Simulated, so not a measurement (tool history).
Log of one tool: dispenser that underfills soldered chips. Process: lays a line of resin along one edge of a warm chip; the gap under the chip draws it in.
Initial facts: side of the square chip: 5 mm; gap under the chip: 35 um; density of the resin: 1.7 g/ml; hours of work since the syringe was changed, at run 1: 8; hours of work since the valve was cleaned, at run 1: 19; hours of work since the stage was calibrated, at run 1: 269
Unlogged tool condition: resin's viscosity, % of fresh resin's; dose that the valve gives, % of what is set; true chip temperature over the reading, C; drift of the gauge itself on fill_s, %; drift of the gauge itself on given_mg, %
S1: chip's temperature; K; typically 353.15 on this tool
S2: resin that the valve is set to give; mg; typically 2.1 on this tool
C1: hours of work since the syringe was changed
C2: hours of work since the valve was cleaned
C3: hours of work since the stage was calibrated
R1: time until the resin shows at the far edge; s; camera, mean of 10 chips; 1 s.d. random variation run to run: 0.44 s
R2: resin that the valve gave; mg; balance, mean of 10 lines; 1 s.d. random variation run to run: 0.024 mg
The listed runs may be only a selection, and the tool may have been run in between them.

run   hour      S1    S2  C1   C2   C3    R1    R2
  1      0  353.15   2.1   8   19  269  50.2  2.08
       2.8  -- new syringe of resin
  2   12.4  353.15   2.1   7   28  278  47.3  2.06
      15.8  -- new syringe of resin
  3   21.1  347.15   2.1   4   34  284  55.4     2
  4   27.6  365.15   2.1   9   39  289  32.5  2.02
      29.1  -- new syringe of resin
  5   35.2  365.15   2.1   4   45  294  24.7  2.01
      42.4  -- new syringe of resin
  6   46.3  365.15   2.1   3   52  302  22.3     2
  7   52.3  353.15   2.1   7   57  306  50.1  1.99
      55.4  -- new syringe of resin
  8   66.1  353.15  2.22   8   67  316  51.9  2.09
      68.4  -- new syringe of resin
  9   76.1  353.15  2.36   6   74  324  44.7  2.16
      81.5  -- new syringe of resin
 10   83.1  353.15  1.85   1   79  329  38.5  1.71
 11   89.6  341.15   2.1   6   84  333  81.9  1.93
      94.9  -- new syringe of resin
 12   98.2  362.15   2.1   2   90  340  26.3  1.93
     108.6  -- new syringe of resin
 13    109  362.15   2.1   0   98  347    23  1.88
 14  118.5  342.15   2.1   7  105  354    83  1.89
     121.9  -- new syringe of resin
 15    128  342.15   2.1   4  112  361  72.3  1.88
     135.5  -- new syringe of resin
 16  139.8  353.15  2.41   3  120  370  39.7  2.18
 17  145.9  353.15   2.1   8  125  374  51.2  1.83

For run 18, what comes out?
     148.6  -- new syringe of resin
 18  151.8  353.15  2.1   2  129  378   ?   ?

Run 18 gave R1 39.5 s, R2 1.87 mg.
Without the tool's hidden state the same run would have given R1 32 s, R2 2.12 mg.
